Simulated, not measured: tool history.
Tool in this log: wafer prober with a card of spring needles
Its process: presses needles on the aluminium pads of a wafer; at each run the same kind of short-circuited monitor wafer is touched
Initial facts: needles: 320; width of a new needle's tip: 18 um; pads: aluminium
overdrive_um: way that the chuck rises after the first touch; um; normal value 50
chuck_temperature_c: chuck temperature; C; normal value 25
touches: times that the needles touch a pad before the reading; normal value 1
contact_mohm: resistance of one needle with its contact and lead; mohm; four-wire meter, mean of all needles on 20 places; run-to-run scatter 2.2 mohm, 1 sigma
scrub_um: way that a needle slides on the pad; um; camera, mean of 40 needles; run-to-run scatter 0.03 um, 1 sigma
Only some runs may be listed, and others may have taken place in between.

run    hour  overdrive_um  chuck_temperature_c  touches  contact_mohm  scrub_um
  1       0            50                   25        1           239     11.44
        2.8  -- tips cleaned on abrasive film
       16.5  -- tips cleaned on abrasive film
       27.5  -- tips cleaned on abrasive film
       41.2  -- tips cleaned on abrasive film
       52.2  -- tips cleaned on abrasive film
       63.2  -- tips cleaned on abrasive film
       76.9  -- tips cleaned on abrasive film
  2    77.8            50                   25        1           242     11.38
       88.8  -- tips cleaned on abrasive film
      102.5  -- tips cleaned on abrasive film
      113.5  -- tips cleaned on abrasive film
      127.2  -- tips cleaned on abrasive film
  3     132            50                   25        1           243     11.44
      140.3  -- tips cleaned on abrasive film
        154  -- tips cleaned on abrasive film
        165  -- tips cleaned on abrasive film
        176  -- tips cleaned on abrasive film
      189.7  -- tips cleaned on abrasive film
      200.7  -- tips cleaned on abrasive film
      214.4  -- tips cleaned on abrasive film
      225.4  -- tips cleaned on abrasive film
  4     236            50                   25        1           244      11.4
      238.9  -- tips cleaned on abrasive film
      252.6  -- tips cleaned on abrasive film
      266.3  -- tips cleaned on abrasive film
      277.3  -- tips cleaned on abrasive film
        291  -- tips cleaned on abrasive film
      304.7  -- tips cleaned on abrasive film
      315.7  -- tips cleaned on abrasive film
  5   318.6            50                   25        1           236     11.38
      326.8  -- tips cleaned on abrasive film
      337.8  -- tips cleaned on abrasive film
      351.6  -- tips cleaned on abrasive film
      365.3  -- tips cleaned on abrasive film
        379  -- tips cleaned on abrasive film
  6     381            54                   25        1           238     12.29
        392  -- tips cleaned on abrasive film
        403  -- tips cleaned on abrasive film
      416.7  -- tips cleaned on abrasive film
      429.1  -- tips cleaned on abrasive film
  7   429.1            54                   25        1           237     12.33
      432.1  -- height of the first contact set anew
      443.1  -- tips cleaned on abrasive film
      454.1  -- tips cleaned on abrasive film
      465.1  -- tips cleaned on abrasive film
      476.1  -- tips cleaned on abrasive film
      489.8  -- tips cleaned on abrasive film
      503.5  -- tips cleaned on abrasive film
      516.8  -- tips cleaned on abrasive film
  8   516.8            54                   25        1           235     12.35
      530.5  -- tips cleaned on abrasive film
      541.5  -- tips cleaned on abrasive film
      555.2  -- tips cleaned on abrasive film
      566.2  -- tips cleaned on abrasive film
  9   571.4            42                   25        1           242      9.57
      579.7  -- tips cleaned on abrasive film
      593.4  -- tips cleaned on abrasive film
      607.1  -- tips cleaned on abrasive film
      620.9  -- tips cleaned on abrasive film
      631.8  -- tips cleaned on abrasive film
 10   636.1            42                   25        1           246      9.57
      644.4  -- tips cleaned on abrasive film
      655.4  -- tips cleaned on abrasive film
      666.4  -- tips cleaned on abrasive film
      680.1  -- tips cleaned on abrasive film
 11   686.4            42                   25        1           242      9.58
      691.9  -- tips cleaned on abrasive film
      702.9  -- tips cleaned on abrasive film
      716.6  -- tips cleaned on abrasive film
      727.6  -- tips cleaned on abrasive film
      738.6  -- tips cleaned on abrasive film
 12     747            64                   71        1           246     14.54
      749.8  -- tips cleaned on abrasive film
      760.8  -- tips cleaned on abrasive film
      771.8  -- tips cleaned on abrasive film
      785.5  -- tips cleaned on abrasive film
      799.2  -- tips cleaned on abrasive film
      810.2  -- tips cleaned on abrasive film
      823.9  -- tips cleaned on abrasive film
      837.7  -- tips cleaned on abrasive film
        850  -- tips cleaned on abrasive film
 13     850            35                   85        1           266      7.92
        861  -- tips cleaned on abrasive film
      874.7  -- tips cleaned on abrasive film
      877.7  -- height of the first contact set anew
        886  -- tips cleaned on abrasive film
      899.7  -- tips cleaned on abrasive film
      913.4  -- tips cleaned on abrasive film
      927.1  -- tips cleaned on abrasive film
 14   933.1            36                   95        2           271      8.11
      938.6  -- tips cleaned on abrasive film
      952.3  -- tips cleaned on abrasive film
        966  -- tips cleaned on abrasive film
        977  -- tips cleaned on abrasive film
        988  -- tips cleaned on abrasive film
     1001.7  -- tips cleaned on abrasive film
     1013.7  -- card fitted with new needles
     1024.7  -- tips cleaned on abrasive film
 15  1034.4            36                   95        2           272      8.14
     1037.2  -- tips cleaned on abrasive film
     1050.9  -- tips cleaned on abrasive film
     1061.9  -- tips cleaned on abrasive film
     1075.6  -- tips cleaned on abrasive film
     1086.6  -- tips cleaned on abrasive film
     1100.3  -- tips cleaned on abrasive film
       1114  -- tips cleaned on abrasive film
     1127.8  -- tips cleaned on abrasive film
 16  1137.8            67                  120        2           262     15.23
     1140.7  -- tips cleaned on abrasive film
     1151.6  -- tips cleaned on abrasive film
     1165.4  -- tips cleaned on abrasive film
     1179.1  -- tips cleaned on abrasive film
     1190.1  -- tips cleaned on abrasive film
     1201.1  -- tips cleaned on abrasive film
     1213.5  -- tips cleaned on abrasive film
 17  1213.5            67                  120        2           258     15.17
     1224.5  -- tips cleaned on abrasive film
     1238.2  -- tips cleaned on abrasive film
     1251.9  -- tips cleaned on abrasive film
     1262.9  -- tips cleaned on abrasive film
     1276.6  -- tips cleaned on abrasive film
     1287.6  -- tips cleaned on abrasive film
     1298.6  -- tips cleaned on abrasive film
     1309.6  -- tips cleaned on abrasive film
 18  1313.2            67                  120        2           262     15.18
     1321.5  -- tips cleaned on abrasive film
     1335.2  -- tips cleaned on abrasive film
     1348.9  -- tips cleaned on abrasive film
     1362.6  -- tips cleaned on abrasive film
 19    1370            67                  120        2           258     15.09
     1375.5  -- tips cleaned on abrasive film
     1386.5  -- tips cleaned on abrasive film
     1397.5  -- tips cleaned on abrasive film
     1411.2  -- tips cleaned on abrasive film
     1422.2  -- tips cleaned on abrasive film
 20  1430.4            67                  120        2           259     15.18
     1433.2  -- tips cleaned on abrasive film
     1446.9  -- tips cleaned on abrasive film
     1457.9  -- tips cleaned on abrasive film
     1460.9  -- height of the first contact set anew
     1471.9  -- tips cleaned on abrasive film
     1482.9  -- tips cleaned on abrasive film
     1495.3  -- tips cleaned on abrasive film
 21  1495.3            67                  120        2           262     15.12

Alternative continuations, all from the tool just after run 21; predict every row:
       1509  -- tips cleaned on abrasive film
     1522.8  -- tips cleaned on abrasive film
     1536.5  -- tips cleaned on abrasive film
     1550.2  -- tips cleaned on abrasive film
     1563.9  -- tips cleaned on abrasive film
  A  1570.8            67                   25        1             ?         ?
       1509  -- tips cleaned on abrasive film
     1522.8  -- tips cleaned on abrasive film
     1536.5  -- tips cleaned on abrasive film
     1550.2  -- tips cleaned on abrasive film
     1563.9  -- tips cleaned on abrasive film
  B  1570.8            67                  120        1             ?         ?
       1509  -- tips cleaned on abrasive film
     1522.8  -- tips cleaned on abrasive film
     1536.5  -- tips cleaned on abrasive film
     1550.2  -- tips cleaned on abrasive film
     1563.9  -- tips cleaned on abrasive film
  C  1570.8            67                   31        2             ?         ?
       1509  -- tips cleaned on abrasive film
     1522.8  -- tips cleaned on abrasive film
     1536.5  -- tips cleaned on abrasive film
     1550.2  -- tips cleaned on abrasive film
     1563.9  -- tips cleaned on abrasive film
  D  1570.8            67                   74        2             ?         ?
       1509  -- tips cleaned on abrasive film
     1522.8  -- tips cleaned on abrasive film
     1536.5  -- tips cleaned on abrasive film
     1550.2  -- tips cleaned on abrasive film
     1563.9  -- tips cleaned on abrasive film
  E  1570.8            67                   40        2             ?         ?

run  contact_mohm  scrub_um
  A           233     15.12
  B           258      15.1
  C           237     15.14
  D           243     15.12
  E           237     15.17
Take away the tool's hidden state, keep each run's random variation, and the runs would have read:
run  contact_mohm  scrub_um
  A           233     15.34
  B           258     15.32
  C           237     15.36
  D           243     15.34
  E           237     15.39

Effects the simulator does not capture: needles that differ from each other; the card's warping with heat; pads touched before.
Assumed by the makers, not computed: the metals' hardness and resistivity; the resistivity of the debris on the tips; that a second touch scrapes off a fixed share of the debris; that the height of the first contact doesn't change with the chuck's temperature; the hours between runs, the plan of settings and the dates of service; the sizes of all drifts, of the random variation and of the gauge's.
